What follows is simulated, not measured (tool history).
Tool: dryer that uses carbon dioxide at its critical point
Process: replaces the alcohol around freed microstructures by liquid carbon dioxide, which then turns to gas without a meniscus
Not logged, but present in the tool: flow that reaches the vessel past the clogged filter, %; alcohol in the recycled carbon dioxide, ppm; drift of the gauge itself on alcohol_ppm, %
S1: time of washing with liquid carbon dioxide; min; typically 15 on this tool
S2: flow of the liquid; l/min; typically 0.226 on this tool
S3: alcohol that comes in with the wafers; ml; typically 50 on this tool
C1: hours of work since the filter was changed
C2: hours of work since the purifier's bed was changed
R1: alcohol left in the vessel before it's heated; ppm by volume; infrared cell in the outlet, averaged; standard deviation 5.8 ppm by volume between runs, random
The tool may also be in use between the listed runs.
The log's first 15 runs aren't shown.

run,hour,S1,S2,S3,C1,C2,R1
16,110.6,15,0.226,50,18,396,238
17,120.2,15,0.226,50,26,403,259
18,130.6,15,0.226,50,34,412,250
19,140.9,22,0.226,22,42,420,39
20,151.0,22,0.226,22,50,428,42
21,158.5,15,0.165,50,56,434,1080
22,165.4,15,0.165,50,62,439,1091
23,170.9,15,0.165,50,66,444,1093
24,181.4,19,0.183,34,75,452,154
25,187.2,20,0.286,50,79,457,42
26,194.0,15,0.181,20,85,462,328
27,200.9,15,0.181,20,90,468,327
28,206.4,10,0.213,20,95,472,889
29,211.3,10,0.213,20,98,476,905
30,220.8,10,0.213,89,106,484,3867
31,228.8,20,0.226,69,112,490,92
32,238.5,20,0.263,69,120,498,55
33,244.5,12,0.226,55,125,502,921
34,252.8,12,0.226,55,132,509,940
35,261.8,20,0.246,85,139,516,75
36,271.1,9,0.173,50,146,524,6067

Branching from run 36: 5 alternative next runs. What would each branch give?
A,279.2,9,0.173,50,153,530,?
B,279.2,12,0.260,29,153,530,?
C,279.2,9,0.196,50,153,530,?
D,279.2,17,0.168,81,153,530,?
E,279.2,19,0.215,33,153,530,?

run,R1
A,6250
B,272
C,4419
D,1019
E,92
Take away the tool's hidden state, keep each run's random variation, and the runs would have read:
run,R1
A,5556
B,184
C,3862
D,798
E,37

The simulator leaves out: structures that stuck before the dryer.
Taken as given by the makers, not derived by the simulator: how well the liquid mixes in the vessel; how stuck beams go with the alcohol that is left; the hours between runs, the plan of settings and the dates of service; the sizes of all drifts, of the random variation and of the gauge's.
